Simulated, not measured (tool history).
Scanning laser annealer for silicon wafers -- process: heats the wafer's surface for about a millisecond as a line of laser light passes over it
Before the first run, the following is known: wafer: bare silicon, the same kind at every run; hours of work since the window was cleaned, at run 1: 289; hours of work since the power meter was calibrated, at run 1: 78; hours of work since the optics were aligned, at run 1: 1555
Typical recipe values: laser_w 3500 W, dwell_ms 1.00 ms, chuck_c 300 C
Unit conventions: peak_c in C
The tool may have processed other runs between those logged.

run   hour  laser_w  dwell_ms  chuck_c  hours of work since the window was cleaned  hours of work since the power meter was calibrated  hours of work since the optics were aligned  peak_c
  1    0.0     3500      1.00      300                                         289                                                  78                                         1555     993
  2   17.9     3500      1.00      300                                         302                                                  91                                         1568     990
      27.3  -- optics aligned, line set to its width
  3   43.5     3500      0.71      300                                         317                                                 106                                           12     878
  4   60.6     3500      1.00      300                                         329                                                 118                                           24     987
  5   74.3     3500      1.00      300                                         339                                                 128                                           34     988
  6   98.0     3500      1.00      300                                         356                                                 145                                           51     990
  7  120.7     3500      1.00      300                                         373                                                 162                                           68     985
  8  141.0     3500      1.00      300                                         388                                                 177                                           82     982
     147.5  -- optics aligned, line set to its width, once more
  9  171.4     3500      1.00      300                                         406                                                 195                                           17    1008
 10  192.0     3500      1.00      300                                         421                                                 210                                           32    1005
 11  216.5     3268      1.00      300                                         439                                                 228                                           50     949
 12  233.3     3268      1.00      300                                         451                                                 240                                           62     949
 13  249.9     3268      1.00      300                                         463                                                 252                                           74     949
 14  273.0     3268      1.00      300                                         480                                                 269                                           91     947
 15  290.8     3268      1.00      300                                         493                                                 282                                          104     942
 16  314.8     3268      1.00      300                                         510                                                 299                                          121     944
 17  338.3     3268      1.00      300                                         527                                                 316                                          138     945
 18  358.9     3268      1.00      300                                         542                                                 331                                          153     942
 19  371.9     3268      1.00      300                                         551                                                 341                                          163     944
 20  391.0     3268      1.00      300                                         565                                                 354                                          177     942
 21  401.9     3268      1.00      300                                         573                                                 362                                          185     941
 22  424.6     3268      1.02      307                                         590                                                 379                                          201     952
 23  439.8     3662      1.00      300                                         601                                                 390                                          212    1030
 24  454.5     3662      1.00      300                                         611                                                 401                                          223    1032
 25  472.5     3228      1.09      300                                         625                                                 414                                          236     954
 26  492.4     3500      0.75      300                                         639                                                 428                                          250     896
 27  507.5     3157      0.75      271                                         650                                                 439                                          261     798
 28  532.9     3315      1.18      305                                         668                                                 457                                          280    1006
 29  552.4     3270      0.78      281                                         682                                                 472                                          294     838
 30  570.9     3758      1.00      335                                         696                                                 485                                          307    1083
     575.2  -- window over the wafer cleaned
 31  586.7     3758      1.00      335                                           8                                                 495                                          317    1119
 32  604.5     3500      1.21      277                                          21                                                 508                                          330    1070
 33  621.8     3500      1.21      277                                          34                                                 520                                          343    1070
 34  643.9     3500      1.21      277                                          50                                                 537                                          359    1072
 35  666.1     3500      1.21      277                                          66                                                 553                                          375    1068
 36  686.6     3665      1.21      340                                          81                                                 568                                          390    1172
 37  710.2     3498      1.00      331                                          98                                                 585                                          407    1042
 38  730.8     3500      1.05      284                                         113                                                 600                                          422    1013
 39  742.5     3500      1.05      284                                         121                                                 608                                          430    1011
 40  760.2     2994      1.16      300                                         134                                                 621                                          443     935
 41  781.6     3363      0.83      314                                         150                                                 636                                          459     932
 42  805.2     3363      0.83      314                                         167                                                 654                                          476     926

Forecast each of these 3 alternatives for the next run:
  A  817.2     3500      0.75      300                                         176                                                 662                                          485       ?
  B  817.2     3188      1.17      304                                         176                                                 662                                          485       ?
  C  817.2     3087      0.76      315                                         176                                                 662                                          485       ?

run  peak_c
  A     910
  B     992
  C     844
The same runs, with their run-to-run variation unchanged, on a tool lacking any hidden condition would have given:
run  peak_c
  A     930
  B    1016
  C     862
